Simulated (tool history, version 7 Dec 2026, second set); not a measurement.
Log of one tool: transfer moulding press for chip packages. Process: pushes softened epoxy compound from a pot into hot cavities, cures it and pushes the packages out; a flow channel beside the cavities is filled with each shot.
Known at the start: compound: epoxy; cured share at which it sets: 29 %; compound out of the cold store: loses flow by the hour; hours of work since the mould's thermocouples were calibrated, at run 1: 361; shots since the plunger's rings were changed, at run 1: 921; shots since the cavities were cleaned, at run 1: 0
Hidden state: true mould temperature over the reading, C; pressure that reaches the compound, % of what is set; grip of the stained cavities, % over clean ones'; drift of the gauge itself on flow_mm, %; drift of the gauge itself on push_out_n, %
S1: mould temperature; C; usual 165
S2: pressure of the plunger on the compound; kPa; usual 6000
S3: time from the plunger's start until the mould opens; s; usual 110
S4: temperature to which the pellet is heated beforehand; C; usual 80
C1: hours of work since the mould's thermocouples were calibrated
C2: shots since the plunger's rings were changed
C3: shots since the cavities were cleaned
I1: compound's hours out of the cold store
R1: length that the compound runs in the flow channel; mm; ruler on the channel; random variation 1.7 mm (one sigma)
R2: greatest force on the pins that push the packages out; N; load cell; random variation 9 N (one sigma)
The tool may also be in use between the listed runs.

run    hour   S1    S2   S3  S4   C1    C2   C3    I1    R1    R2
  1       0  165  6000  110  80  361   921    0    25   848   422
  2    71.9  165  6000  119  80  414  1769  848  30.7   810   612
       87.1  -- cavities cleaned with cleaning compound and waxed
  3   131.3  165  6000  105  80  456  2452  522  21.3   858   930
      167.8  -- cavities cleaned with cleaning compound and waxed
  4   193.9  168  6000  110  80  501  3173  307  40.7   744   463
        237  -- mould's thermocouples calibrated
      251.6  -- cavities cleaned with cleaning compound and waxed
  5   258.7  165  5250  110  80   15  3896   83    21   789   448
      268.4  -- cavities cleaned with cleaning compound and waxed, once more
      297.2  -- plunger's sealing rings changed
  6   312.6  165  6000  110  80   51   182  492  38.7   776   566
      355.2  -- cavities cleaned with cleaning compound and waxed
  7   408.8  165  6000  110  80  121  1299  632   9.6   935   644
      436.3  -- cavities cleaned with cleaning compound and waxed
  8   461.2  165  6000  110  80  158  1899  293  33.2   793   511
      519.3  -- cavities cleaned with cleaning compound and waxed
  9     533  165  6000  110  80  210  2729  162  11.1   913   525
 10   583.8  165  6000  110  80  247  3328  761  36.9   766   658
      600.3  -- cavities cleaned with cleaning compound and waxed
 11   659.9  165  6000  110  80  301  4209  704   8.6   920   702
      670.3  -- plunger's sealing rings changed
      683.9  -- cavities cleaned with cleaning compound and waxed
 12   744.3  165  6000  110  80  360   856  713  16.3   899   685
      767.1  -- cavities cleaned with cleaning compound and waxed
 13   794.1  165  6000  110  80  396  1425  319  45.7   735   549
      850.6  -- cavities cleaned with cleaning compound and waxed
 14   888.7  162  6320  121  84  464  2524  449  11.1   953   665
      934.9  -- cavities cleaned with cleaning compound and waxed
 15   959.6  162  6320  121  84  515  3343  292  47.3   744   550
      981.3  -- mould's thermocouples calibrated
       1022  -- cavities cleaned with cleaning compound and waxed
       1045  -- plunger's sealing rings changed
 16  1047.7  169  7110  110  80   46    33  274  10.5  1005   434
       1107  -- cavities cleaned with cleaning compound and waxed
 17  1137.4  164  4870  110  80  110  1073  359  33.5   723   592
     1194.1  -- cavities cleaned with cleaning compound and waxed
 18  1204.7  165  6000  110  74  159  1850  126  31.1   806   450
 19  1261.6  173  6000  110  74  200  2521  797  33.3   769   481
     1277.1  -- cavities cleaned with cleaning compound and waxed
 20  1306.1  158  6990  110  80  232  3028  342  23.2   935   919
 21  1347.8  158  6990  110  80  262  3521  835  23.7   926  1172
     1362.8  -- cavities cleaned with cleaning compound and waxed
     1423.5  -- plunger's sealing rings changed
 22    1429  158  6990  110  80  319    66  752  25.2   944  1148
     1449.6  -- cavities cleaned with cleaning compound and waxed
 23    1520  158  6990  110  80  384  1122  831  29.7   908  1157
     1531.5  -- cavities cleaned with cleaning compound and waxed
 24    1592  158  6990  110  80  436  1953  714  15.3   997  1263
     1613.8  -- cavities cleaned with cleaning compound and waxed
 25  1652.5  171  4550  126  72  479  2650  457  38.8   650   438

3 ways to go on from here, each from the tool as it stands after run 25. What would each give?
     1696.6  -- cavities cleaned with cleaning compound and waxed
     1724.7  -- mould's thermocouples calibrated
  A  1741  165  6000  100  80  12  3653  501   9.3   ?   ?
     1696.6  -- cavities cleaned with cleaning compound and waxed
     1724.7  -- mould's thermocouples calibrated
  B  1741  169  5590   97  80  12  3653  501  15.9   ?   ?
     1696.6  -- cavities cleaned with cleaning compound and waxed
     1724.7  -- mould's thermocouples calibrated
  C  1741  166  6640  126  75  12  3653  501  12.3   ?   ?

run   R1   R2
  A  918  735
  B  839  592
  C  944  478
Without the tool's hidden state the same runs would have given:
run   R1   R2
  A  945  500
  B  865  403
  C  972  323

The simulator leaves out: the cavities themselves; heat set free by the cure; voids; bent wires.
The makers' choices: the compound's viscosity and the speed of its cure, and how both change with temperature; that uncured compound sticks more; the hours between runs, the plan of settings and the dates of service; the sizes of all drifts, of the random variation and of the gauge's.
